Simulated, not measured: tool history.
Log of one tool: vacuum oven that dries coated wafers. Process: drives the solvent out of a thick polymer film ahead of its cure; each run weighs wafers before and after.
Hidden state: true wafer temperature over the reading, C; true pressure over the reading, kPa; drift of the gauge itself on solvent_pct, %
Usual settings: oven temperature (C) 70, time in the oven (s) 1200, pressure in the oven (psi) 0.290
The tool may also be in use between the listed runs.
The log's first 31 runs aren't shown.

| run | hour | oven temperature (C) | time in the oven (s) | pressure in the oven (psi) | hours of work since the thermocouples were calibrated | hours of work since the vacuum gauge was cleaned of residue | solvent left in the film (%) |
|---|---|---|---|---|---|---|---|
| 32 | 1183.3 | 62 | 1920 | 0.187 | 171 | 137 | 4.242 |
| 33 | 1238.3 | 72 | 960 | 0.692 | 207 | 173 | 4.992 |
|  | 1264.1 | vacuum gauge cleaned of residue and calibrated, once more |
| 34 | 1268.7 | 70 | 1320 | 0.757 | 226 | 3 | 4.647 |
| 35 | 1306.6 | 81 | 1200 | 0.587 | 252 | 28 | 1.787 |
| 36 | 1337.5 | 81 | 1200 | 0.587 | 272 | 49 | 1.785 |
| 37 | 1374.7 | 83 | 660 | 0.228 | 297 | 73 | 1.688 |
| 38 | 1428.6 | 59 | 840 | 0.228 | 333 | 109 | 8.035 |
| 39 | 1462.1 | 70 | 1080 | 0.290 | 355 | 131 | 3.759 |
| 40 | 1508.7 | 69 | 1080 | 1.004 | 386 | 162 | 6.370 |
| 41 | 1536.3 | 69 | 1800 | 0.225 | 404 | 181 | 2.154 |
| 42 | 1563.0 | 69 | 1800 | 0.225 | 422 | 199 | 2.160 |
| 43 | 1609.3 | 69 | 1800 | 0.225 | 453 | 229 | 2.158 |
| 44 | 1664.3 | 67 | 840 | 0.258 | 489 | 266 | 5.606 |
| 45 | 1714.1 | 75 | 1680 | 0.170 | 522 | 299 | 1.022 |
| 46 | 1751.6 | 75 | 1680 | 0.170 | 547 | 324 | 1.013 |

The next listed run, before its measurement:
| 47 | 1799.9 | 75 | 720 | 1.015 | 579 | 356 | ? |

{"run 47": {"solvent left in the film (%)": 5.462}}
Without the tool's hidden state the same run would have given solvent left in the film (%) 5.643.
